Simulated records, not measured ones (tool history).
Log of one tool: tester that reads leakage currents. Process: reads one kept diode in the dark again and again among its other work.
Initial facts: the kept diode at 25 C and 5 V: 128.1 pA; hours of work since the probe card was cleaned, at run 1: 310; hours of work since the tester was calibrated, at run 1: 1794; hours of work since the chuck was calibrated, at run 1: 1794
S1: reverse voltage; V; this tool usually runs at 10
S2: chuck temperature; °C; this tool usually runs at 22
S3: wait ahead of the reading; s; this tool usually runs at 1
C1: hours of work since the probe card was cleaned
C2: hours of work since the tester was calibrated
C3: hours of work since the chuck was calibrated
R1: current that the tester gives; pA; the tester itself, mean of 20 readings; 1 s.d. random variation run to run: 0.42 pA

run    hour    S1  S2    S3   C1    C2    C3       R1
  1       0    10  22     1  310  1794  1794   140.25
  2    16.3    10  22     1  320  1804  1804   139.87
  3    33.9    10  22     1  331  1814  1814   139.49
  4    63.6    10  22     1  348  1832  1832   141.22
  5    83.7    10  22     1  360  1844  1844   140.49
  6   119.4    10  22     1  382  1866  1866   140.06
  7   135.7    10  22     1  392  1875  1875   140.89
  8   161.1    10  22     1  407  1891  1891   140.59
  9   182.1  12.3  22     1  420  1903  1903   155.98
 10     214    10  22  1.17  439  1922  1922   139.17
 11   234.3   1.5  22     1  451  1935  1935    51.79
 12   251.4    10  49     1  461  1945  1945  1577.74
 13   285.5    10  49     1  482  1965  1965   1581.7
 14   307.8    10  49     1  495  1979  1979  1574.93
 15   339.3    10  22  0.77  514  1998  1998   141.06
 16   373.7    10  22  0.77  534  2018  2018    141.9
 17   392.9    10  22  6.43  546  2030  2030    137.3
 18   414.1    10  22  6.43  559  2043  2043   136.83
 19   436.9    10  22  6.43  572  2056  2056   137.07
 20   473.3    10  22  6.43  594  2078  2078   136.59
 21     505   9.1  22     1  613  2097  2097   133.74
 22   525.5   9.1  22     1  626  2109  2109   133.32
 23   561.4   1.8  24  0.91  647  2131  2131    69.17
 24   597.6   1.4  24     1  669  2153  2153    60.73
 25   621.6   1.4  24     1  683  2167  2167       61
 26   640.5    10  29     1  695  2178  2178   271.54
 27     677   1.2  47  6.09  716  2200  2200   443.63
 28   694.2     3  22  3.12  727  2211  2211    73.27
 29   713.6     3  22  0.79  738  2222  2222    74.55
 30   731.7  13.3  36  1.07  749  2233  2233   597.73
 31   769.1  13.3  24  1.32  772  2255  2255    196.9
 32   805.9   6.5  33  6.06  794  2278  2278   311.02
 33   831.6   6.5  33  6.06  809  2293  2293   312.03
      855.6  -- tester calibrated
 34   870.3   6.5  33  6.06  831     9  2315   310.78
      877.6  -- chuck's temperature calibrated
 35   895.4    10  57  1.63  845    23    11  3011.98
 36   923.7   8.5  24     1  862    40    28   155.94
 37   951.4   1.7  22  5.37  879    56    44    54.83
 38   982.5   6.4  38  2.37  897    75    63   487.94
 39   998.4   6.4  38  2.37  907    85    72   486.43
 40  1032.2   6.4  29  2.37  927   105    93   214.99
 41  1056.3    10  22  2.43  942   119   107   138.27

Per-run results on a tool with no hidden state, each run keeping its own random variation:
What the log doesn't record here: stray current of the dirty probe card, pA a volt; current scale over the true one, %; true chuck temperature over the reading, C; drift of the gauge itself on leakage_pa, %.
run       R1
  1   140.53
  2   140.15
  3   139.77
  4   141.51
  5   140.78
  6   140.34
  7   141.18
  8   140.88
  9    156.3
 10   139.46
 11    51.91
 12  1581.15
 13  1585.15
 14  1578.39
 15   141.36
 16    142.2
 17    137.6
 18   137.14
 19   137.37
 20   136.89
 21   134.04
 22   133.62
 23    69.35
 24    60.89
 25    61.16
 26    272.2
 27   444.75
 28    73.46
 29    74.74
 30   599.24
 31   197.36
 32   311.85
 33   312.87
 34   311.47
 35  3011.55
 36   155.84
 37    54.81
 38   487.85
 39   486.34
 40   214.91
 41   138.16
